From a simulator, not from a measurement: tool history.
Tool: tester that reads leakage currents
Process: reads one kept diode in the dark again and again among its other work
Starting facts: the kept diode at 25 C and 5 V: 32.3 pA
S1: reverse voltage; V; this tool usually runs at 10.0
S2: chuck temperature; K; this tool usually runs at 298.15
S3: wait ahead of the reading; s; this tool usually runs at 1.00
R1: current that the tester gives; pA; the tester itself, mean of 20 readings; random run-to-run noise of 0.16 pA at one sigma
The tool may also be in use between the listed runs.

run,hour,S1,S2,S3,R1
1,0.0,10.0,298.15,1.00,62.02
2,28.3,10.0,298.15,1.00,62.33
3,57.3,10.0,298.15,1.00,62.96
4,99.4,10.0,302.15,1.00,81.99
5,131.3,10.0,302.15,1.00,82.22
6,172.5,10.0,302.15,1.00,82.76
7,201.8,10.0,298.15,4.39,60.92
8,243.2,10.0,298.15,4.39,60.76
9,269.6,10.0,298.15,1.00,63.24
10,309.8,10.0,298.15,1.00,63.40
11,356.9,10.0,298.15,0.40,67.83
12,380.5,10.0,298.15,0.40,68.05
13,423.6,10.0,295.15,1.00,53.04
14,472.3,10.0,306.15,1.00,111.02
15,498.3,10.0,306.15,1.00,111.62
16,546.3,10.0,306.15,1.00,111.84
17,582.3,6.7,297.15,2.78,45.49
18,608.2,1.7,298.15,0.54,21.84
19,638.3,1.7,298.15,0.54,22.13
20,659.6,1.7,298.15,0.54,21.97
21,692.9,13.3,298.15,0.54,82.01
22,719.6,13.3,298.15,0.54,81.98
23,754.2,10.0,296.15,2.88,55.73
24,794.2,10.0,299.15,9.09,67.55
25,821.4,10.0,319.15,9.09,284.36
26,850.3,10.0,319.15,9.09,284.05
27,882.6,10.0,298.15,0.92,65.86
28,905.2,19.2,298.15,7.63,98.19
29,936.3,10.0,294.15,1.00,51.57
30,977.7,10.0,294.15,1.00,51.86
31,1023.9,10.0,294.15,1.13,51.68
32,1054.3,10.0,294.15,1.23,51.60

What if the next run were any one of these 4? Each begins from the tool's condition after run 32:
A,1084.4,2.9,314.15,0.93,?
B,1084.4,2.3,294.15,7.96,?
C,1084.4,10.0,294.15,0.38,?
D,1084.4,1.6,300.15,3.07,?

run,R1
A,100.09
B,19.21
C,56.98
D,24.15
With the hidden condition removed and each run's random variation left untouched, the same runs would have given:
run,R1
A,92.52
B,15.14
C,40.61
D,20.95
